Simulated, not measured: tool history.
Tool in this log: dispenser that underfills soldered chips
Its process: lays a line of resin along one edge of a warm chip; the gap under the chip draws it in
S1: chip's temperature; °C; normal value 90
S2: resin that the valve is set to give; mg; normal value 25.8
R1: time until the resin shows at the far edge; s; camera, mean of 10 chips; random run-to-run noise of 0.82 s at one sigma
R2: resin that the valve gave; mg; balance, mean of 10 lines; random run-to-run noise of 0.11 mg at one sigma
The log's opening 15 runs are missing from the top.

| run | day | S1 | S2 | R1 | R2 |
|---|---|---|---|---|---|
|  | 3.008 | new syringe of resin |
| 16 | 3.012 | 76 | 25.8 | 126.5 | 24.65 |
| 17 | 3.188 | 76 | 25.8 | 152.3 | 24.65 |
| 18 | 3.304 | 90 | 25.8 | 104.9 | 24.45 |
| 19 | 3.55 | 98 | 28.5 | 105.3 | 27.04 |
| 20 | 3.712 | 81 | 28.5 | 219.5 | 27.18 |
|  | 3.738 | new syringe of resin |
| 21 | 3.904 | 81 | 28.5 | 129.3 | 27.02 |
| 22 | 4.025 | 95 | 33.4 | 89 | 31.44 |
| 23 | 4.15 | 88 | 33.1 | 126.6 | 31.29 |
| 24 | 4.379 | 99 | 23.7 | 117.7 | 22.33 |
|  | 4.467 | new syringe of resin |
| 25 | 4.571 | 99 | 23.7 | 66.2 | 22.35 |
| 26 | 4.712 | 96 | 30.6 | 80 | 28.64 |
| 27 | 4.992 | 100 | 32 | 96.5 | 30.3 |
|  | 5.192 | new syringe of resin |
| 28 | 5.196 | 100 | 32 | 52.5 | 29.93 |
| 29 | 5.321 | 84 | 22 | 112.9 | 20.57 |
| 30 | 5.45 | 84 | 22 | 128.2 | 20.55 |
| 31 | 5.629 | 84 | 32.4 | 147 | 30.15 |
| 32 | 5.796 | 94 | 32.8 | 125.9 | 30.63 |

Forecast run 33:
|  | 5.917 | new syringe of resin |
|  | 6.017 | dispensing valve cleaned and set on the balance |
| 33 | 6.025 | 77 | 32.8 | ? | ? |

{"run 33": {"R1": 126.3, "R2": 32.78}}
With no hidden state in the tool, this same run would have given R1 116.4 s, R2 32.78 mg.
